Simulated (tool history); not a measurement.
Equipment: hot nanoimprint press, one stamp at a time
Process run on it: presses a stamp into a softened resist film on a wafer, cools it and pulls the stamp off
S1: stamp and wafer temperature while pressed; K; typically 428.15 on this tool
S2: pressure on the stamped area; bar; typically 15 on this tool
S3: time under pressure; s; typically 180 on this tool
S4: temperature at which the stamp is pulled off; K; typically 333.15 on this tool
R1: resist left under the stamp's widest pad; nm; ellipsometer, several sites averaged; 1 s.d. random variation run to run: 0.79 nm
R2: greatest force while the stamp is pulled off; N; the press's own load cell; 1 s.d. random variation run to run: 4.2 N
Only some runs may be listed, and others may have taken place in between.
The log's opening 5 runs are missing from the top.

| run | day | S1 | S2 | S3 | S4 | R1 | R2 |
|---|---|---|---|---|---|---|---|
|  | 5.738 | plate thermocouple calibrated |
| 6 | 6.233 | 428.15 | 12.9 | 180 | 333.15 | 108.7 | 226 |
| 7 | 7.225 | 428.15 | 15 | 180 | 333.15 | 102.7 | 228 |
| 8 | 8.879 | 428.15 | 15 | 180 | 335.15 | 103.1 | 257 |
| 9 | 10.5 | 428.15 | 15 | 180 | 335.15 | 101.7 | 257 |
| 10 | 12.175 | 428.15 | 15 | 180 | 335.15 | 105.2 | 276 |
| 11 | 13.3 | 428.15 | 15 | 180 | 335.15 | 104.6 | 276 |
| 12 | 14.867 | 428.15 | 15 | 180 | 335.15 | 105.2 | 292 |
| 13 | 15.783 | 428.15 | 15 | 149 | 333.15 | 111.6 | 312 |
| 14 | 16.592 | 428.15 | 15 | 149 | 333.15 | 111.9 | 319 |
| 15 | 17.433 | 428.15 | 15 | 180 | 333.15 | 106 | 321 |
| 16 | 18.171 | 425.15 | 18.9 | 265 | 339.15 | 91.8 | 306 |
| 17 | 19.117 | 428.15 | 18.9 | 227 | 321.15 | 87.2 | 397 |
| 18 | 20.533 | 428.15 | 18.9 | 227 | 321.15 | 87.5 | 406 |
| 19 | 22.054 | 428.15 | 18.9 | 227 | 321.15 | 87.3 | 432 |
|  | 22.712 | plate thermocouple calibrated |
| 20 | 22.942 | 420.15 | 15 | 180 | 328.15 | 131 | 396 |
|  | 23.692 | stamp cleaned and given a new release coat |
| 21 | 24.888 | 428.15 | 18 | 180 | 341.15 | 94.2 | 186 |

Run 22 comes next. What will it give?
| 22 | 25.671 | 424.15 | 10.3 | 91 | 335.15 | ? | ? |

Run 22 came out at R1 156.3 nm, R2 210 N.
Minus the tool's unlogged condition, the same run would have read R1 155.5 nm, R2 196 N.
